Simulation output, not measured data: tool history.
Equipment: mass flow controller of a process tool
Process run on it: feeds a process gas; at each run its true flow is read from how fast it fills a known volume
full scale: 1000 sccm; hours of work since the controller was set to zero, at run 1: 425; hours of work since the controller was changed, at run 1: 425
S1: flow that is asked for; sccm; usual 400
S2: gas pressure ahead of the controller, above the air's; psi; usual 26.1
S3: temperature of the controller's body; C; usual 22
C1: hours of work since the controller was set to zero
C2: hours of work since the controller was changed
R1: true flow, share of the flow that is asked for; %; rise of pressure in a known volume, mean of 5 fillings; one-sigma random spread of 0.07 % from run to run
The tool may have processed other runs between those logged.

run	hour	S1	S2	S3	C1	C2	R1
1	0.0	400	26.1	22	425	425	99.04
2	88.5	400	26.1	22	491	491	99.10
3	142.4	400	26.1	22	532	532	99.17
4	237.9	400	26.1	22	603	603	99.08
5	356.1	400	27.7	22	692	692	98.99
6	444.5	400	27.7	22	758	758	99.22
7	521.5	400	27.7	22	816	816	99.04
8	597.9	400	31.2	22	873	873	99.07
9	655.3	400	31.2	22	916	916	99.20
10	778.4	400	31.2	22	1008	1008	99.16
11	832.7	370	31.2	29	1049	1049	99.46
# hour 844.7: controller's zero set anew
12	891.5	107	26.1	22	35	1092	97.44
13	958.7	107	26.1	35	85	1143	98.27
14	1029.5	232	35.2	28	138	1196	98.76
15	1086.2	165	22.0	23	181	1238	98.27
# hour 1178.7: controller's zero set anew, once more
16	1179.4	553	26.1	22	0	1307	99.92
17	1280.3	553	26.1	39	76	1383	101.08
18	1362.0	143	32.6	34	137	1444	99.69

Alternative continuations, all from the tool just after run 18; predict every row:
A	1474.0	143	24.2	34	221	1528	?
B	1474.0	599	37.3	33	221	1528	?
C	1474.0	164	28.1	22	221	1528	?
D	1474.0	143	36.8	23	221	1528	?
E	1474.0	248	21.5	23	221	1528	?

run	R1
A	99.80
B	100.56
C	99.13
D	98.93
E	99.52
Had the tool no hidden state, the same runs would have come out as:
run	R1
A	99.22
B	99.74
C	98.51
D	98.35
E	98.80

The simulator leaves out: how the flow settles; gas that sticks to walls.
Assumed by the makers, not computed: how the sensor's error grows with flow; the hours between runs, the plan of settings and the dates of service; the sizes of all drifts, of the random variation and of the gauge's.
